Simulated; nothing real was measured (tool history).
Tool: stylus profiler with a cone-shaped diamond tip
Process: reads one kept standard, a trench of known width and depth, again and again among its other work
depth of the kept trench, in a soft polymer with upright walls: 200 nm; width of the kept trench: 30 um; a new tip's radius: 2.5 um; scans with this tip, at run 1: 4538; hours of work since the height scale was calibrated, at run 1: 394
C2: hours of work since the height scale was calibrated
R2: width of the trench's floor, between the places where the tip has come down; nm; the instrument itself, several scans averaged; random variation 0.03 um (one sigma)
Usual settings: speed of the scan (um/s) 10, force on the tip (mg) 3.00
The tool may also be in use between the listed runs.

{"run": 1, "day": 0.0, "speed of the scan (um/s)": 10, "force on the tip (mg)": 3.0, "scans with this tip": 4538, "C2": 394, "depth of the trench (nm)": 201.34, "R2": 27600}
{"run": 2, "day": 2.117, "speed of the scan (um/s)": 10, "force on the tip (mg)": 3.0, "scans with this tip": 4807, "C2": 417, "depth of the trench (nm)": 201.32, "R2": 27560}
{"run": 3, "day": 4.538, "speed of the scan (um/s)": 10, "force on the tip (mg)": 3.0, "scans with this tip": 5117, "C2": 444, "depth of the trench (nm)": 201.31, "R2": 27600}
{"run": 4, "day": 7.95, "speed of the scan (um/s)": 10, "force on the tip (mg)": 3.0, "scans with this tip": 5552, "C2": 482, "depth of the trench (nm)": 201.25, "R2": 27500}
{"run": 5, "day": 11.896, "speed of the scan (um/s)": 10, "force on the tip (mg)": 3.0, "scans with this tip": 6055, "C2": 526, "depth of the trench (nm)": 201.27, "R2": 27460}
{"run": 6, "day": 16.046, "speed of the scan (um/s)": 3, "force on the tip (mg)": 3.0, "scans with this tip": 6584, "C2": 572, "depth of the trench (nm)": 201.26, "R2": 27480}
{"run": 7, "day": 20.038, "speed of the scan (um/s)": 5, "force on the tip (mg)": 4.29, "scans with this tip": 7093, "C2": 616, "depth of the trench (nm)": 201.58, "R2": 27450}
{"run": 8, "day": 23.096, "speed of the scan (um/s)": 25, "force on the tip (mg)": 1.7, "scans with this tip": 7484, "C2": 650, "depth of the trench (nm)": 200.71, "R2": 27240}
{"run": 9, "day": 27.375, "speed of the scan (um/s)": 25, "force on the tip (mg)": 1.7, "scans with this tip": 8030, "C2": 697, "depth of the trench (nm)": 200.64, "R2": 27210}
{"run": 10, "day": 30.438, "speed of the scan (um/s)": 17, "force on the tip (mg)": 2.92, "scans with this tip": 8420, "C2": 731, "depth of the trench (nm)": 201.11, "R2": 27310}
{"run": 11, "day": 33.142, "speed of the scan (um/s)": 7, "force on the tip (mg)": 5.85, "scans with this tip": 8765, "C2": 761, "depth of the trench (nm)": 201.98, "R2": 27350}
{"run": 12, "day": 35.483, "speed of the scan (um/s)": 39, "force on the tip (mg)": 1.21, "scans with this tip": 9064, "C2": 787, "depth of the trench (nm)": 200.49, "R2": 27070}

4 ways to go on from here, each from the tool as it stands after run 12. What would each give?
{"run": "A", "day": 39.417, "speed of the scan (um/s)": 2, "force on the tip (mg)": 1.21, "scans with this tip": 9565, "C2": 830, "depth of the trench (nm)": "?", "R2": "?"}
{"run": "B", "day": 39.417, "speed of the scan (um/s)": 6, "force on the tip (mg)": 3.24, "scans with this tip": 9565, "C2": 830, "depth of the trench (nm)": "?", "R2": "?"}
{"run": "C", "day": 39.417, "speed of the scan (um/s)": 8, "force on the tip (mg)": 3.59, "scans with this tip": 9565, "C2": 830, "depth of the trench (nm)": "?", "R2": "?"}
{"run": "D", "day": 39.417, "speed of the scan (um/s)": 3, "force on the tip (mg)": 4.14, "scans with this tip": 9565, "C2": 830, "depth of the trench (nm)": "?", "R2": "?"}

run=A depth_of_the_trench_(nm)=200.52 R2=27300
run=B depth_of_the_trench_(nm)=201.29 R2=27310
run=C depth_of_the_trench_(nm)=201.32 R2=27230
run=D depth_of_the_trench_(nm)=201.51 R2=27300
Without the tool's hidden state the same runs would have given:
run=A depth_of_the_trench_(nm)=200.89 R2=28030
run=B depth_of_the_trench_(nm)=201.67 R2=28040
run=C depth_of_the_trench_(nm)=201.69 R2=27960
run=D depth_of_the_trench_(nm)=201.89 R2=28030

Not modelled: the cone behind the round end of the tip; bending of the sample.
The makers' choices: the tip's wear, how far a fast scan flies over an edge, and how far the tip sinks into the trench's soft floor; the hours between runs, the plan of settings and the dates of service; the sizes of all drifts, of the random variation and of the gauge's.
